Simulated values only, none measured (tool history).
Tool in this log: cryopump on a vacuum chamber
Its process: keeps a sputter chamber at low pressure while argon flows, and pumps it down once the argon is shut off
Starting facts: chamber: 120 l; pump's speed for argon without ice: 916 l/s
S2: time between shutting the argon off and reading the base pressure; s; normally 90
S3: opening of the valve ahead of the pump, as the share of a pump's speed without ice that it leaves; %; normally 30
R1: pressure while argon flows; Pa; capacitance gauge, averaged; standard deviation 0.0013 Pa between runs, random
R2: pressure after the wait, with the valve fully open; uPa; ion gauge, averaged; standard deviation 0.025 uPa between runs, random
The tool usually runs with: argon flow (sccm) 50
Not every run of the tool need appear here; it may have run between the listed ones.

Run 1, hour 0: usual settings. Result: R1 0.3102 Pa, R2 1.15 uPa.
Run 2, hour 66.3: usual settings. Result: R1 0.3123 Pa, R2 1.25 uPa.
Run 3, hour 138.8: usual settings but argon flow (sccm) 61. Result: R1 0.3831 Pa, R2 1.33 uPa.
Run 4, hour 203: usual settings but argon flow (sccm) 61, S3 31 %. Result: R1 0.3725 Pa, R2 1.34 uPa.
Run 5, hour 262.7: usual settings but argon flow (sccm) 61, S3 31 %. Result: R1 0.3732 Pa, R2 1.36 uPa.
Run 6, hour 310.3: usual settings but S2 207 s. Result: R1 0.3181 Pa, R2 0.99 uPa.
Run 7, hour 361.3: usual settings but S2 207 s. Result: R1 0.3227 Pa, R2 1.09 uPa.
Run 8, hour 405.4: usual settings but S2 207 s. Result: R1 0.3188 Pa, R2 1.14 uPa.
Run 9, hour 446.9: usual settings but argon flow (sccm) 58, S2 207 s. Result: R1 0.3747 Pa, R2 1.15 uPa.
Run 10, hour 497.1: usual settings but argon flow (sccm) 58, S2 207 s. Result: R1 0.376 Pa, R2 1.26 uPa.
Run 11, hour 547.3: usual settings but argon flow (sccm) 25, S2 207 s. Result: R1 0.1623 Pa, R2 1.31 uPa.
Run 12, hour 615.8: usual settings but argon flow (sccm) 25, S2 207 s. Result: R1 0.1637 Pa, R2 1.36 uPa.
At hour 651.9: pump warmed up, emptied and cooled again.
Run 13, hour 660.2: usual settings but argon flow (sccm) 33, S2 54 s. Result: R1 0.2065 Pa, R2 2.07 uPa.
Run 14, hour 697.4: usual settings but argon flow (sccm) 66, S2 154 s, S3 18 %. Result: R1 0.6842 Pa, R2 1.39 uPa.
Run 15, hour 739.8: usual settings but argon flow (sccm) 66, S2 94 s, S3 18 %. Result: R1 0.6842 Pa, R2 1.6 uPa.
Run 16, hour 791.6: usual settings but S2 204 s, S3 18 %. Result: R1 0.5234 Pa, R2 1.4 uPa.
Run 17, hour 834.4: usual settings but S2 204 s, S3 18 %. Result: R1 0.5202 Pa, R2 1.43 uPa.
Run 18, hour 898.2: usual settings but argon flow (sccm) 24, S2 204 s, S3 18 %. Result: R1 0.2501 Pa, R2 1.44 uPa.
Run 19, hour 960.9: usual settings but argon flow (sccm) 24, S2 204 s, S3 18 %. Result: R1 0.2512 Pa, R2 1.57 uPa.
Run 20, hour 992.5: usual settings but S2 168 s, S3 16 %. Result: R1 0.5868 Pa, R2 1.59 uPa.
Run 21, hour 1046.6: usual settings but S2 168 s, S3 16 %. Result: R1 0.5892 Pa, R2 1.72 uPa.
Run 22, hour 1087.1: usual settings but argon flow (sccm) 69, S2 54 s. Result: R1 0.4462 Pa, R2 2.5 uPa.
Run 23, hour 1154.5: usual settings but argon flow (sccm) 21, S2 127 s, S3 29 %. Result: R1 0.141 Pa, R2 1.9 uPa.
Run 24, hour 1203.2: usual settings but argon flow (sccm) 21, S2 127 s, S3 29 %. Result: R1 0.1406 Pa, R2 1.96 uPa.

Below are 4 alternative next runs, each starting from the tool's condition after run 24. Predict each:
Run A, hour 1264.9: usual settings but argon flow (sccm) 21, S2 256 s, S3 38 %. Result: R1 ?, R2 ?.
Run B, hour 1264.9: usual settings but argon flow (sccm) 21, S2 28 s, S3 29 %. Result: R1 ?, R2 ?.
Run C, hour 1264.9: usual settings but argon flow (sccm) 32, S3 20 %. Result: R1 ?, R2 ?.
Run D, hour 1264.9: usual settings but S2 78 s. Result: R1 ?, R2 ?.

run      R1    R2
  A  0.1098   1.8
  B  0.1419  3.69
  C  0.3088  2.23
  D  0.3274  2.35
What these runs would have given with no unlogged condition in the tool:
run      R1    R2
  A  0.1014  0.53
  B  0.1335  2.45
  C   0.296  0.98
  D  0.3074  1.09
